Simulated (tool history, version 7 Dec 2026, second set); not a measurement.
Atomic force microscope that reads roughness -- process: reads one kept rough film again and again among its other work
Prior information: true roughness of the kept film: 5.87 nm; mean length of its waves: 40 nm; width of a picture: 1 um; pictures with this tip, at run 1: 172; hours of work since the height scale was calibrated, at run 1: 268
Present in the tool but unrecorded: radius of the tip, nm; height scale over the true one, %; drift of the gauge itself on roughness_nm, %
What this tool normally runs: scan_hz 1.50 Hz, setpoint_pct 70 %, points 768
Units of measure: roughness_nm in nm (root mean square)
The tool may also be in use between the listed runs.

run   hour  scan_hz  setpoint_pct  points  pictures with this tip  hours of work since the height scale was calibrated  roughness_nm
  1    0.0     1.50            70     768                     172                                                  268         3.862
  2   10.5     1.50            70     768                     180                                                  273         3.836
  3   19.4     1.50            70     768                     187                                                  277         3.815
  4   34.4     1.50            70     768                     199                                                  283         3.779
  5   48.3     1.50            70     768                     210                                                  290         3.738
  6   62.8     1.14            70     768                     221                                                  296         3.751
  7   76.1     0.92            70     768                     231                                                  302         3.767
  8   89.5     2.58            70     768                     241                                                  308         3.454
  9   96.8     2.58            70     832                     247                                                  311         3.414
 10  113.7     1.50            70     768                     260                                                  319         3.551
 11  125.5     1.43            70     768                     269                                                  324         3.514
 12  140.2     0.63            70     768                     280                                                  331         3.651
 13  147.1     1.77            89     425                     286                                                  334         2.990
     155.2  -- new tip fitted
 14  160.2     1.50            72     768                       3                                                  339         4.679
 15  171.4     1.50            72     768                      12                                                  344         4.641
 16  183.5     3.20            55     303                      21                                                  350         4.638
 17  191.1     3.41            58     561                      27                                                  353         4.592
 18  198.6     1.23            74     367                      33                                                  356         4.584
 19  214.0     1.23            64     888                      45                                                  363         4.666
 20  228.3     2.01            72     656                      56                                                  370         4.332
 21  235.4     2.12            68     278                      62                                                  373         4.322
 22  244.7     2.81            79     799                      69                                                  377         3.850

What if the next run were any one of these 3? Each begins from the tool's condition after run 22:
  A  259.8     0.77            71     606                      80                                                  384             ?
  B  259.8     2.09            60     346                      80                                                  384             ?
  C  259.8     2.81            86     297                      80                                                  384             ?

run  roughness_nm
  A         4.488
  B         4.414
  C         3.490
With no hidden state in the tool, these same runs would have given:
run  roughness_nm
  A         4.928
  B         4.847
  C         3.831
